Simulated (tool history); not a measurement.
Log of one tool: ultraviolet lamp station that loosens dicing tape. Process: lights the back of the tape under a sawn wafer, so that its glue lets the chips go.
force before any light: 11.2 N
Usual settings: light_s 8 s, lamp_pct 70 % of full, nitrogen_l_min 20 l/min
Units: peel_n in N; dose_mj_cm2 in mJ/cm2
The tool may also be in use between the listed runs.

{"run": 1, "hour": 0.0, "light_s": 8, "lamp_pct": 70, "nitrogen_l_min": 20, "peel_n": 0.966, "dose_mj_cm2": 313}
{"run": 2, "hour": 11.6, "light_s": 8, "lamp_pct": 70, "nitrogen_l_min": 10, "peel_n": 1.704, "dose_mj_cm2": 313}
{"run": 3, "hour": 23.5, "light_s": 8, "lamp_pct": 70, "nitrogen_l_min": 20, "peel_n": 0.962, "dose_mj_cm2": 315}
{"run": 4, "hour": 33.6, "light_s": 8, "lamp_pct": 70, "nitrogen_l_min": 20, "peel_n": 0.987, "dose_mj_cm2": 309}
{"run": 5, "hour": 43.8, "light_s": 8, "lamp_pct": 70, "nitrogen_l_min": 20, "peel_n": 0.978, "dose_mj_cm2": 311}
{"run": 6, "hour": 56.7, "light_s": 8, "lamp_pct": 70, "nitrogen_l_min": 20, "peel_n": 1.02, "dose_mj_cm2": 310}
{"run": 7, "hour": 65.3, "light_s": 8, "lamp_pct": 70, "nitrogen_l_min": 20, "peel_n": 0.992, "dose_mj_cm2": 310}
{"run": 8, "hour": 71.2, "light_s": 8, "lamp_pct": 70, "nitrogen_l_min": 20, "peel_n": 1.018, "dose_mj_cm2": 311}
{"run": 9, "hour": 79.7, "light_s": 8, "lamp_pct": 70, "nitrogen_l_min": 17, "peel_n": 1.112, "dose_mj_cm2": 303}
{"run": 10, "hour": 90.8, "light_s": 8, "lamp_pct": 70, "nitrogen_l_min": 17, "peel_n": 1.191, "dose_mj_cm2": 306}
{"run": 11, "hour": 100.6, "light_s": 8, "lamp_pct": 70, "nitrogen_l_min": 17, "peel_n": 1.182, "dose_mj_cm2": 310}
{"run": 12, "hour": 109.3, "light_s": 8, "lamp_pct": 70, "nitrogen_l_min": 17, "peel_n": 1.185, "dose_mj_cm2": 301}
{"run": 13, "hour": 123.4, "light_s": 8, "lamp_pct": 70, "nitrogen_l_min": 17, "peel_n": 1.204, "dose_mj_cm2": 305}
{"run": 14, "hour": 135.1, "light_s": 8, "lamp_pct": 70, "nitrogen_l_min": 8, "peel_n": 2.336, "dose_mj_cm2": 282}
{"run": 15, "hour": 146.1, "light_s": 8, "lamp_pct": 70, "nitrogen_l_min": 8, "peel_n": 2.329, "dose_mj_cm2": 286}
{"run": 16, "hour": 154.2, "light_s": 8, "lamp_pct": 70, "nitrogen_l_min": 8, "peel_n": 2.392, "dose_mj_cm2": 285}
{"run": 17, "hour": 164.2, "light_s": 8, "lamp_pct": 70, "nitrogen_l_min": 8, "peel_n": 2.402, "dose_mj_cm2": 282}
{"run": 18, "hour": 171.2, "light_s": 8, "lamp_pct": 70, "nitrogen_l_min": 20, "peel_n": 1.195, "dose_mj_cm2": 276}
{"run": 19, "hour": 182.9, "light_s": 8, "lamp_pct": 70, "nitrogen_l_min": 20, "peel_n": 0.739, "dose_mj_cm2": 355}
{"run": 20, "hour": 191.6, "light_s": 4, "lamp_pct": 99, "nitrogen_l_min": 9, "peel_n": 2.585, "dose_mj_cm2": 251}
{"run": 21, "hour": 205.8, "light_s": 8, "lamp_pct": 70, "nitrogen_l_min": 31, "peel_n": 0.503, "dose_mj_cm2": 352}
{"run": 22, "hour": 214.3, "light_s": 5, "lamp_pct": 70, "nitrogen_l_min": 20, "peel_n": 1.952, "dose_mj_cm2": 217}
{"run": 23, "hour": 227.2, "light_s": 8, "lamp_pct": 70, "nitrogen_l_min": 26, "peel_n": 0.601, "dose_mj_cm2": 347}
{"run": 24, "hour": 240.4, "light_s": 6, "lamp_pct": 70, "nitrogen_l_min": 7, "peel_n": 2.74, "dose_mj_cm2": 264}
{"run": 25, "hour": 250.0, "light_s": 4, "lamp_pct": 76, "nitrogen_l_min": 16, "peel_n": 2.701, "dose_mj_cm2": 186}
{"run": 26, "hour": 257.1, "light_s": 4, "lamp_pct": 87, "nitrogen_l_min": 11, "peel_n": 2.868, "dose_mj_cm2": 217}
{"run": 27, "hour": 263.0, "light_s": 4, "lamp_pct": 87, "nitrogen_l_min": 11, "peel_n": 2.823, "dose_mj_cm2": 214}
{"run": 28, "hour": 274.7, "light_s": 4, "lamp_pct": 76, "nitrogen_l_min": 7, "peel_n": 4.189, "dose_mj_cm2": 188}
{"run": 29, "hour": 287.2, "light_s": 8, "lamp_pct": 95, "nitrogen_l_min": 16, "peel_n": 0.443, "dose_mj_cm2": 469}
{"run": 30, "hour": 294.3, "light_s": 15, "lamp_pct": 70, "nitrogen_l_min": 20, "peel_n": 0.19, "dose_mj_cm2": 650}
{"run": 31, "hour": 306.0, "light_s": 5, "lamp_pct": 74, "nitrogen_l_min": 15, "peel_n": 2.184, "dose_mj_cm2": 231}
{"run": 32, "hour": 316.1, "light_s": 11, "lamp_pct": 96, "nitrogen_l_min": 20, "peel_n": 0.197, "dose_mj_cm2": 644}
{"run": 33, "hour": 328.4, "light_s": 6, "lamp_pct": 80, "nitrogen_l_min": 20, "peel_n": 1.129, "dose_mj_cm2": 291}
{"run": 34, "hour": 341.0, "light_s": 10, "lamp_pct": 91, "nitrogen_l_min": 8, "peel_n": 0.64, "dose_mj_cm2": 551}
{"run": 35, "hour": 348.7, "light_s": 10, "lamp_pct": 91, "nitrogen_l_min": 8, "peel_n": 0.637, "dose_mj_cm2": 550}

Taken out of this log: 2 entries between the listed runs. Where each belongs, and how the hidden state differs across it:
Between runs 13 and 14: window cleaned of glue's vapour (hour 124.7)
  lamp's light, % of a new lamp's: 97.4 -> 97.2; light that the window lets through, % of a clean one's: 84.6 -> 79.3
  measured less the result without the state, peel_n: +0.417 -> +0.831 N; dose_mj_cm2: -65 -> -84 mJ/cm2
Between runs 18 and 19: window cleaned of glue's vapour, once more (hour 173.0)
  lamp's light, % of a new lamp's: 96.7 -> 96.6; light that the window lets through, % of a clean one's: 78.8 -> 99.4
  measured less the result without the state, peel_n: +0.542 -> +0.067 N; dose_mj_cm2: -88 -> -14 mJ/cm2

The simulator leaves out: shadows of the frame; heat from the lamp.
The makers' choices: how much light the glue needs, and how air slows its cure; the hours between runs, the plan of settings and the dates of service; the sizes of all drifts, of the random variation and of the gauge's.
